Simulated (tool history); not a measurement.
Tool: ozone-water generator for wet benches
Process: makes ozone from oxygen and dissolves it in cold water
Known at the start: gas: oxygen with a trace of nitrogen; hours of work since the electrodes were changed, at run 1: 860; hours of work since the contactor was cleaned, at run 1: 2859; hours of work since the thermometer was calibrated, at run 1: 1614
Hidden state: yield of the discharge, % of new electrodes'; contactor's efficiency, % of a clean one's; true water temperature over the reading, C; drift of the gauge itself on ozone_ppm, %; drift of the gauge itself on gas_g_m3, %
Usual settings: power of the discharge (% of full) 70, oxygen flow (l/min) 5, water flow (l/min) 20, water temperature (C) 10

run,hour,power of the discharge (% of full),oxygen flow (l/min),water flow (l/min),water temperature (C),hours of work since the electrodes were changed,hours of work since the contactor was cleaned,hours of work since the thermometer was calibrated,dissolved ozone (ppm),ozone in the gas ahead of the water (g/m3)
1,0,70,5,20,10,860,2859,1614,20.1,181.2
2,17.3,70,5,20,10,874,2873,1628,20.4,180.5
3,41.8,70,5,20,10,894,2893,1648,20.2,182.4
4,57.6,42,5,20,10,907,2906,1661,13.8,123.8
5,72.5,70,5,20,10,919,2918,1673,20.3,182.3
6,96.7,70,5,20,10,939,2938,1693,20.1,182.1
7,110.8,70,5,20,10,951,2950,1704,20.4,180.3
8,144.9,70,4.47,20,10,979,2977,1732,19.7,189.1
9,160.1,70,5,20,10,991,2990,1745,20.4,178.1
10,183.8,70,5,20,10,1010,3009,1764,20,181.4
11,198.7,70,3.91,20,10,1023,3021,1776,19.4,200.3
12,213.9,70,3.91,21,10,1035,3034,1789,18.3,201.4
13,247.5,70,3.91,21,10,1062,3061,1816,18.5,200.3
14,266.9,70,3.91,16,10,1078,3077,1832,23.1,200.3
15,301.1,65,5.39,29,9,1106,3105,1860,13.8,165.7
16,322.7,53,7.93,19,10,1124,3123,1878,18.3,119.5
# hour 326.3: water thermometer calibrated
17,339.4,51,6.46,29,5,1137,3136,11,12.5,126.6
18,362.1,70,5,20,9,1156,3155,29,20.4,179.9
19,384.3,59,5,20,6,1174,3173,47,18.5,157.6
20,415.7,59,5,20,6,1200,3199,73,18.3,158.8
21,441.7,59,5,20,6,1221,3220,94,18.5,158.3
# hour 457.8: water thermometer calibrated, once more
22,460.3,83,2.99,24,15,1236,3235,2,16.1,254.9
23,474.6,83,2.96,29,13,1247,3246,14,13.4,252.4
24,497,70,8.71,18,16,1266,3265,32,21,140.8
25,529.6,70,8.71,31,16,1293,3291,59,13.7,141.3
26,560.2,70,8.71,31,16,1318,3316,84,14,139.7
27,576.8,70,5,18,7,1331,3330,97,22.7,177.4
28,592.8,70,5,18,7,1344,3343,110,22.8,179.2

5 ways to go on from here, each from the tool as it stands after run 28. What would each give?
A,623.7,70,3.78,20,10,1369,3368,136,?,?
B,623.7,70,5,28,10,1369,3368,136,?,?
C,623.7,92,5,20,10,1369,3368,136,?,?
D,623.7,70,4.68,28,10,1369,3368,136,?,?
E,623.7,74,5,18,5,1369,3368,136,?,?

run,dissolved ozone (ppm),ozone in the gas ahead of the water (g/m3)
A,18.5,200.7
B,14.6,179.4
C,24.3,217.3
D,14.4,185
E,24.3,185.1
Without the tool's hidden state the same runs would have given:
run,dissolved ozone (ppm),ozone in the gas ahead of the water (g/m3)
A,19.4,207.1
B,15.3,185.1
C,25.6,225.7
D,15.2,190.9
E,25.5,191.4
